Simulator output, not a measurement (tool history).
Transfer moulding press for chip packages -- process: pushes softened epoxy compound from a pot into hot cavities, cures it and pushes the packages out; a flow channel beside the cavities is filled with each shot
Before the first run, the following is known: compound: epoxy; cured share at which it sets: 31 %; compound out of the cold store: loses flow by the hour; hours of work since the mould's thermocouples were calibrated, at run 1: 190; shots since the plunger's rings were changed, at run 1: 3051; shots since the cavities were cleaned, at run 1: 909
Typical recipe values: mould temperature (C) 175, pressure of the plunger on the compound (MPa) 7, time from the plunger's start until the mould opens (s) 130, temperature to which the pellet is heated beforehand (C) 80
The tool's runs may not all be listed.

run   hour  mould temperature (C)  pressure of the plunger on the compound (MPa)  time from the plunger's start until the mould opens (s)  temperature to which the pellet is heated beforehand (C)  hours of work since the mould's thermocouples were calibrated  shots since the plunger's rings were changed  shots since the cavities were cleaned  incoming compound's hours out of the cold store  length that the compound runs in the flow channel (mm)  greatest force on the pins that push the packages out (N)
  1      0                    175                                              7                                                      130                                                        80                                                            190                                          3051                                    909                                             30.2                                                     682                                                        426
      10.3  -- cavities cleaned with cleaning compound and waxed
  2     13                    175                                              7                                                      112                                                        80                                                            197                                          3155                                     24                                             13.2                                                     763                                                        502
  3   21.8                    175                                              7                                                      112                                                        80                                                            203                                          3236                                    105                                               45                                                     632                                                        498
  4   32.9                    175                                              7                                                      112                                                        85                                                            209                                          3338                                    207                                             27.4                                                     701                                                        500
  5   51.8                    175                                              7                                                      130                                                        80                                                            221                                          3510                                    379                                             21.5                                                     735                                                        425
  6   63.1                    175                                              7                                                      119                                                        80                                                            228                                          3613                                    482                                             36.7                                                     663                                                        465
  7   74.2                    175                                              7                                                      119                                                        80                                                            235                                          3715                                    584                                             23.6                                                     714                                                        465
  8     92                    175                                              7                                                      119                                                        80                                                            245                                          3877                                    746                                             26.4                                                     699                                                        474
  9  104.6                    175                                              7                                                      119                                                        80                                                            253                                          3992                                    861                                             20.2                                                     727                                                        468
     120.1  -- cavities cleaned with cleaning compound and waxed
 10  120.1                    175                                              7                                                      134                                                        80                                                            262                                          4120                                      0                                             25.7                                                     706                                                        420
 11  137.6                    175                                              7                                                      129                                                        80                                                            272                                          4280                                    160                                             26.6                                                     706                                                        440
 12  151.4                    169                                              7                                                      130                                                        80                                                            281                                          4405                                    285                                             37.8                                                     678                                                        521
 13  168.7                    169                                              7                                                      130                                                        80                                                            291                                          4563                                    443                                             38.7                                                     672                                                        516
 14  184.2                    169                                              7                                                      130                                                        80                                                            301                                          4705                                    585                                               36                                                     683                                                        548
 15  196.9                    169                                              7                                                      130                                                        80                                                            308                                          4821                                    701                                             43.7                                                     650                                                        511
 16  205.5                    169                                              7                                                      130                                                        80                                                            314                                          4900                                    780                                             24.5                                                     737                                                        558
 17  220.6                    169                                              7                                                      130                                                        80                                                            323                                          5038                                    918                                             46.9                                                     642                                                        516
     229.8  -- cavities cleaned with cleaning compound and waxed
 18  239.9                    169                                              7                                                      130                                                        80                                                            334                                          5200                                     92                                             16.8                                                     766                                                        565
 19  251.5                    169                                              7                                                      130                                                        80                                                            341                                          5306                                    198                                               30                                                     708                                                        537
 20    261                    181                                            7.5                                                      111                                                        81                                                            346                                          5392                                    284                                             15.7                                                     767                                                        413
 21  278.3                    181                                            7.5                                                      111                                                        81                                                            357                                          5551                                    443                                             18.7                                                     749                                                        416
 22  290.6                    181                                            7.5                                                      111                                                        81                                                            365                                          5663                                    555                                             25.4                                                     723                                                        427
 23  302.4                    169                                           8.21                                                      149                                                        88                                                            372                                          5771                                    663                                             35.2                                                     736                                                        450
 24  320.6                    169                                           8.23                                                      147                                                        85                                                            383                                          5936                                    828                                             21.1                                                     810                                                        459
 25  333.4                    174                                           5.27                                                      130                                                        80                                                            391                                          6053                                    945                                             25.2                                                     618                                                        439
     340.8  -- cavities cleaned with cleaning compound and waxed
 26  352.6                    174                                           5.27                                                      130                                                        80                                                            401                                          6215                                    108                                             41.4                                                     563                                                        425
 27    365                    174                                           5.27                                                      130                                                        80                                                            409                                          6328                                    221                                             37.2                                                     583                                                        417
     383.5  -- plunger's sealing rings changed
 28  387.1                    173                                            7.8                                                      118                                                        81                                                            421                                            33                                    400                                             10.5                                                     827                                                        517
 29  398.2                    175                                            5.7                                                      137                                                        86                                                            428                                           134                                    501                                             24.8                                                     641                                                        426

Each row is a separate what-if for the run after 29, all from the same tool condition, not one after another. Results?
  A  407.4                    169                                            5.7                                                      150                                                        86                                                            433                                           219                                    586                                             11.7                                                       ?                                                          ?
  B  407.4                    175                                            5.7                                                      131                                                        86                                                            433                                           219                                    586                                             40.1                                                       ?                                                          ?
  C  407.4                    175                                              8                                                      137                                                        72                                                            433                                           219                                    586                                             15.3                                                       ?                                                          ?
  D  407.4                    179                                              7                                                      130                                                        80                                                            433                                           219                                    586                                               28                                                       ?                                                          ?

run  length that the compound runs in the flow channel (mm)  greatest force on the pins that push the packages out (N)
  A                                                     706                                                        471
  B                                                     586                                                        419
  C                                                     804                                                        418
  D                                                     695                                                        383
Take away the tool's hidden state, keep each run's random variation, and the runs would have read:
run  length that the compound runs in the flow channel (mm)  greatest force on the pins that push the packages out (N)
  A                                                     706                                                        469
  B                                                     586                                                        418
  C                                                     804                                                        417
  D                                                     695                                                        382

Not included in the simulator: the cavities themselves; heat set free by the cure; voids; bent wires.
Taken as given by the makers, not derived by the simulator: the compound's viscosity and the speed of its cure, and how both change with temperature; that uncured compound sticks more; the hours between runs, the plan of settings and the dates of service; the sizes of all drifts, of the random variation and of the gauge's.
